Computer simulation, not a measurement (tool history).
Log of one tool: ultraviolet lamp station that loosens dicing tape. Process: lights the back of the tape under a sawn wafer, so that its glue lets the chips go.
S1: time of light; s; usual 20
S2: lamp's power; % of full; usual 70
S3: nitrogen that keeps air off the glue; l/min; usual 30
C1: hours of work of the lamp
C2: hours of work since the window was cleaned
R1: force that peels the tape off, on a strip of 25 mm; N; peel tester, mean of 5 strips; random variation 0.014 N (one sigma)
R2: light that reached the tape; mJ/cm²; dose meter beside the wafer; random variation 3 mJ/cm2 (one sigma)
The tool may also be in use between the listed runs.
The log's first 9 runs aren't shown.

run	hour	S1	S2	S3	C1	C2	R1	R2
10	149.1	14	70	30	571	60	1.755	260
11	164.6	20	70	30	582	70	0.96	372
12	177.1	20	70	30	590	79	0.927	370
13	191	20	70	30	600	88	0.986	371
14	211.9	20	70	30	614	102	0.952	368
15	225.6	20	70	30	624	112	1.006	365
16	237.1	20	70	30	631	120	1.031	363
17	248.7	21	89	18	639	128	0.807	485
18	269.3	21	89	18	653	142	0.815	477
19	288.5	21	82	43	666	155	0.513	444
20	301.5	20	75	29	675	164	0.897	380
21	313.6	20	86	29	684	172	0.708	431
22	333.1	12	70	30	697	185	2.416	209
23	356.5	12	70	30	713	201	2.445	208
24	371.3	20	70	42	723	211	0.85	342
25	388.2	36	68	44	735	223	0.297	593
26	403.2	11	70	30	745	233	2.841	182
27	422.6	14	70	29	758	246	2.117	236
28	445.4	14	70	29	774	262	2.152	230
29	462.8	14	70	29	785	274	2.144	228
30	474	16	70	16	793	281	2.509	261
31	498.8	14	98	16	810	298	1.986	320

Forecast each of these 4 alternatives for the next run:
A	513.9	14	63	13	820	309	?	?
B	513.9	23	72	55	820	309	?	?
C	513.9	13	67	13	820	309	?	?
D	513.9	12	76	24	820	309	?	?

run	R1	R2
A	3.779	206
B	0.555	382
C	3.776	205
D	2.75	210
Without the tool's hidden state the same runs would have given:
run	R1	R2
A	2.644	282
B	0.32	524
C	2.65	280
D	1.736	289
